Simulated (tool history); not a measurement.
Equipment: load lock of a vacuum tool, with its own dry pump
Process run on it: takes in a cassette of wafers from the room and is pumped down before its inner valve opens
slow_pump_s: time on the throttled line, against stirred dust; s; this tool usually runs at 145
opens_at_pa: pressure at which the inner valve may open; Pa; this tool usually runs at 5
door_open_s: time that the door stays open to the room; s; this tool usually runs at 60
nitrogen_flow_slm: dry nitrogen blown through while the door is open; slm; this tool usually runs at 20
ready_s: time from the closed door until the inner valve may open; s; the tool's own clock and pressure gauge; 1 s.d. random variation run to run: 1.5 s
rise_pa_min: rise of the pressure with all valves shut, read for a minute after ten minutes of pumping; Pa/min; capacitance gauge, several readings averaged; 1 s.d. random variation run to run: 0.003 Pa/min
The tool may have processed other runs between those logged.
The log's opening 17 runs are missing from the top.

| run | hour | slow_pump_s | opens_at_pa | door_open_s | nitrogen_flow_slm | hours that the pump has run since its overhaul | times that the door has closed on its seal | incoming humidity of the room's air, % | ready_s | rise_pa_min |
|---|---|---|---|---|---|---|---|---|---|---|
| 18 | 2773.5 | 113 | 5 | 60 | 20 | 2844 | 1276 | 52.0 | 230.6 | 0.024 |
| 19 | 2876.8 | 113 | 5 | 60 | 14 | 2947 | 1614 | 49.4 | 230.2 | 0.030 |
| 20 | 3028.9 | 113 | 5 | 60 | 14 | 3099 | 2112 | 46.7 | 229.0 | 0.029 |
| 21 | 3252.3 | 113 | 5 | 60 | 14 | 3323 | 2843 | 44.1 | 231.1 | 0.035 |
| 22 | 3399.9 | 280 | 5 | 60 | 25 | 3470 | 3326 | 42.4 | 374.1 | 0.032 |
| 23 | 3600.2 | 184 | 5 | 97 | 25 | 3670 | 3982 | 46.8 | 293.3 | 0.045 |
| 24 | 3723.9 | 145 | 8 | 37 | 15 | 3794 | 4387 | 42.4 | 253.2 | 0.038 |
| 25 | 3955.5 | 145 | 8 | 37 | 15 | 4026 | 5145 | 44.8 | 250.0 | 0.046 |
| 26 | 4104.6 | 145 | 8 | 37 | 15 | 4175 | 5633 | 48.3 | 253.2 | 0.051 |
| 27 | 4226.1 | 234 | 5 | 72 | 6 | 4296 | 6031 | 44.2 | 337.5 | 0.072 |
| 28 | 4361.1 | 234 | 5 | 72 | 6 | 4431 | 6473 | 48.1 | 338.3 | 0.064 |
| 29 | 4577.3 | 157 | 5 | 72 | 6 | 4648 | 7181 | 46.1 | 273.4 | 0.086 |
| 30 | 4694.2 | 268 | 5 | 72 | 4 | 4764 | 7563 | 45.8 | 366.0 | 0.083 |
| 31 | 4924.8 | 268 | 5 | 72 | 4 | 4995 | 8318 | 45.6 | 369.8 | 0.087 |
| 32 | 5153.8 | 98 | 8 | 49 | 12 | 5224 | 9068 | 43.4 | 216.2 | 0.093 |
| 33 | 5400.1 | 98 | 8 | 49 | 20 | 5470 | 9874 | 43.3 | 217.4 | 0.092 |
| 34 | 5595.9 | 78 | 8 | 49 | 20 | 5666 | 10515 | 41.4 | 202.5 | 0.102 |
| 35 | 5776.1 | 145 | 5 | 60 | 5 | 5846 | 11105 | 41.5 | 266.0 | 0.120 |
| 36 | 5995.8 | 99 | 9 | 60 | 20 | 6066 | 11824 | 39.1 | 217.7 | 0.115 |
| 37 | 6198.8 | 145 | 5 | 26 | 20 | 6269 | 12489 | 44.3 | 271.4 | 0.118 |

What if the next run were any one of these 4? Each begins from the tool's condition after run 37:
| A | 6321.2 | 145 | 5 | 33 | 20 | 6391 | 12889 | 45.1 | ? | ? |
| B | 6321.2 | 145 | 5 | 26 | 29 | 6391 | 12889 | 46.5 | ? | ? |
| C | 6321.2 | 137 | 4 | 60 | 27 | 6391 | 12889 | 43.3 | ? | ? |
| D | 6321.2 | 154 | 5 | 181 | 6 | 6391 | 12889 | 45.5 | ? | ? |

| run | ready_s | rise_pa_min |
|---|---|---|
| A | 267.3 | 0.127 |
| B | 268.8 | 0.124 |
| C | 267.8 | 0.128 |
| D | 275.0 | 0.169 |
The same runs, with their run-to-run variation unchanged, on a tool lacking any hidden condition would have given:
| run | ready_s | rise_pa_min |
|---|---|---|
| A | 246.3 | 0.011 |
| B | 247.6 | 0.006 |
| C | 245.6 | 0.010 |
| D | 254.1 | 0.053 |
